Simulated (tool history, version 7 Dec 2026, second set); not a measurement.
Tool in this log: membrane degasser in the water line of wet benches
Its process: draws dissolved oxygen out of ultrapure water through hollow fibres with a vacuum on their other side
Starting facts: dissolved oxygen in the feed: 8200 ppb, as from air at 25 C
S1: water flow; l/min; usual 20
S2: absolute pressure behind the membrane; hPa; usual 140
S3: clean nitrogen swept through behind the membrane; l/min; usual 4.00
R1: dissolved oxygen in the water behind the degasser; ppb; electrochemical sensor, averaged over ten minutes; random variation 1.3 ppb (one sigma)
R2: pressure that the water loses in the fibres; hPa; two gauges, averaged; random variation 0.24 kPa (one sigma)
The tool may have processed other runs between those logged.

run 1 hour=0.0 | S1=20 S2=140 S3=4.00 | R1=166.5 R2=643.2
run 2 hour=223.3 | S1=20 S2=140 S3=4.00 | R1=166.3 R2=644.2
run 3 hour=481.6 | S1=20 S2=140 S3=4.00 | R1=166.5 R2=641.5
run 4 hour=728.4 | S1=20 S2=148 S3=4.00 | R1=175.3 R2=640.5
run 5 hour=1005.3 | S1=20 S2=148 S3=4.00 | R1=176.2 R2=640.1
run 6 hour=1139.5 | S1=20 S2=262 S3=4.00 | R1=307.0 R2=645.6
run 7 hour=1398.7 | S1=20 S2=262 S3=4.00 | R1=309.3 R2=641.9
-- hour=1497.8 seals of the vacuum lines changed
run 8 hour=1689.3 | S1=20 S2=262 S3=4.00 | R1=308.2 R2=639.4
run 9 hour=1887.6 | S1=20 S2=226 S3=4.00 | R1=266.8 R2=638.1
run 10 hour=2190.4 | S1=20 S2=140 S3=4.00 | R1=166.8 R2=637.8
-- hour=2312.6 vacuum gauge calibrated
run 11 hour=2351.7 | S1=20 S2=140 S3=4.00 | R1=167.4 R2=636.2
run 12 hour=2594.1 | S1=16 S2=140 S3=4.00 | R1=121.3 R2=510.5
run 13 hour=2857.4 | S1=20 S2=160 S3=4.00 | R1=188.2 R2=635.6
run 14 hour=3160.8 | S1=20 S2=160 S3=4.00 | R1=191.0 R2=635.6
run 15 hour=3403.6 | S1=20 S2=160 S3=4.00 | R1=189.4 R2=637.3
run 16 hour=3533.5 | S1=20 S2=91 S3=4.00 | R1=109.2 R2=634.3
run 17 hour=3717.7 | S1=17 S2=140 S3=3.09 | R1=161.1 R2=542.8
run 18 hour=4017.5 | S1=17 S2=140 S3=2.53 | R1=192.7 R2=532.4
run 19 hour=4184.9 | S1=26 S2=140 S3=1.66 | R1=446.0 R2=824.4
run 20 hour=4469.7 | S1=18 S2=95 S3=4.77 | R1=84.6 R2=570.7
run 21 hour=4680.9 | S1=17 S2=185 S3=9.36 | R1=88.6 R2=540.1
run 22 hour=4932.8 | S1=20 S2=113 S3=4.00 | R1=138.5 R2=631.8
run 23 hour=5111.3 | S1=27 S2=279 S3=5.34 | R1=381.4 R2=863.0
run 24 hour=5336.4 | S1=25 S2=316 S3=10.45 | R1=238.6 R2=785.2
run 25 hour=5475.1 | S1=12 S2=215 S3=1.67 | R1=311.8 R2=381.5
run 26 hour=5787.1 | S1=17 S2=165 S3=1.67 | R1=327.7 R2=536.9
run 27 hour=5987.9 | S1=14 S2=165 S3=1.67 | R1=272.0 R2=444.5
run 28 hour=6232.3 | S1=20 S2=129 S3=4.00 | R1=153.9 R2=632.6
run 29 hour=6366.4 | S1=32 S2=126 S3=5.06 | R1=285.3 R2=1012.7
run 30 hour=6633.5 | S1=32 S2=126 S3=5.06 | R1=287.5 R2=1008.9
-- hour=6726.0 vacuum gauge calibrated
run 31 hour=6893.8 | S1=20 S2=140 S3=10.56 | R1=87.1 R2=635.2

Pick out some run-to-run changes in R2. Of each, how much would a tool without hidden state show as well, from the settings, what came in and chance, and how much is left for the hidden state and any gauge scatter not in both results compared?
What the log doesn't record here: membrane still open, %; true pressure behind the membrane over the reading, kPa; air that leaks in behind the membrane, l/min; drift of the gauge itself on oxygen_ppb, %; drift of the gauge itself on loss_of_pressure_kpa, %.
Run 24 -> 25: S1 25 -> 12, S2 316 -> 215, S3 10.45 -> 1.67. R2 -403.7 hPa: hidden state +6.0, all else -409.7.
Run 28 -> 29: S1 20 -> 32, S2 129 -> 126, S3 4.00 -> 5.06. R2 +380.1 hPa: hidden state -7.2, all else +387.3.
Run 30 -> 31: S1 32 -> 20, S2 126 -> 140, S3 5.06 -> 10.56, vacuum gauge calibrated. R2 -373.7 hPa: hidden state +6.7, all else -380.4.

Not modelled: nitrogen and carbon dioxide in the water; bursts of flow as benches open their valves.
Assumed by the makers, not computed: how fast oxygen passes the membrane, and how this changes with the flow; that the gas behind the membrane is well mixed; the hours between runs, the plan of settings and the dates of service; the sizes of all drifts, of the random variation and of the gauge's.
